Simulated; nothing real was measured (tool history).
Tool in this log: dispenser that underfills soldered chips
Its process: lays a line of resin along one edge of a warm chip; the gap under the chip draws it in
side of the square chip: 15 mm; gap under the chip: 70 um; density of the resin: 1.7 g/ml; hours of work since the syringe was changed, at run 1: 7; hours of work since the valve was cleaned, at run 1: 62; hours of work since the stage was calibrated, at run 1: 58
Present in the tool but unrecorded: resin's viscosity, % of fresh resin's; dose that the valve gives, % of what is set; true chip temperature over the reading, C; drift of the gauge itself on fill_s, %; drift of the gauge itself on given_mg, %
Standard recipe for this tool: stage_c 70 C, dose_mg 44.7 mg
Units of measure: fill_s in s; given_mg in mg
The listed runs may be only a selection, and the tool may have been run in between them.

run	hour	stage_c	dose_mg	hours of work since the syringe was changed	hours of work since the valve was cleaned	hours of work since the stage was calibrated	fill_s	given_mg
1	0.0	70	44.7	7	62	58	370.3	42.64
# hour 3.5: new syringe of resin
2	5.0	70	44.7	1	65	61	275.9	42.48
# hour 7.0: dispensing valve cleaned and set on the balance
3	8.0	70	47.5	2	1	62	281.0	47.39
4	12.2	70	47.5	5	3	65	323.0	47.53
5	15.6	70	47.5	7	5	67	346.1	46.98
# hour 19.3: new syringe of resin
6	19.7	70	47.5	0	7	69	257.3	47.22
7	22.7	70	47.5	2	9	71	282.1	47.06
8	25.0	73	47.5	3	11	72	263.2	47.21
9	27.8	73	47.5	5	12	74	283.9	46.92
10	31.8	70	44.7	8	15	76	365.3	43.96
# hour 34.0: new syringe of resin
11	36.5	70	44.7	2	17	79	269.8	43.92
12	41.2	70	44.7	4	20	82	314.8	43.66
13	44.7	70	44.7	6	22	84	349.1	44.16
14	46.9	70	44.7	8	24	85	365.5	44.03
# hour 48.8: new syringe of resin
15	49.2	70	44.7	0	25	87	259.3	43.87
16	53.8	70	44.7	3	28	89	299.4	43.70
17	58.6	70	44.7	6	30	92	340.1	43.41
18	62.6	70	44.7	8	33	95	378.0	43.76
# hour 63.6: new syringe of resin
19	66.5	68	43.9	2	35	97	304.1	42.50
20	69.7	74	39.3	4	37	99	257.1	38.13
21	74.5	65	44.7	7	40	102	440.6	43.53
22	77.0	82	46.8	8	41	103	220.3	45.46
# hour 78.4: new syringe of resin
23	81.1	85	47.7	2	44	105	137.1	46.41
24	84.7	70	51.0	4	46	108	298.8	49.25
25	87.4	64	46.4	5	47	109	427.4	45.19
26	91.6	65	51.4	8	50	112	452.6	49.92
# hour 93.2: new syringe of resin
27	95.0	65	51.4	1	52	114	332.5	49.75
28	99.8	65	51.4	4	55	116	371.6	49.05
29	102.4	62	52.4	6	56	118	473.5	50.21
30	105.4	61	39.7	7	58	120	553.9	38.13
# hour 107.9: new syringe of resin
31	109.2	57	39.0	1	60	122	489.8	37.45
32	112.7	57	39.0	3	62	124	542.1	37.46
33	115.5	72	40.8	5	64	126	292.1	38.96
# hour 119.0: dispensing valve cleaned and set on the balance
34	120.8	72	40.8	7	1	128	330.2	40.96
35	122.8	72	40.8	8	2	130	348.8	40.94

What if the next run were any one of these 3? Each begins from the tool's condition after run 35:
# hour 123.6: new syringe of resin
A	127.2	78	57.9	2	5	132	?	?
# hour 123.6: new syringe of resin
B	127.2	71	44.7	2	5	132	?	?
# hour 123.6: new syringe of resin
C	127.2	78	52.5	2	5	132	?	?

run	fill_s	given_mg
A	196.4	58.13
B	273.4	44.62
C	198.8	52.52
With no hidden state in the tool, these same runs would have given:
run	fill_s	given_mg
A	179.2	58.05
B	249.7	44.56
C	181.4	52.44
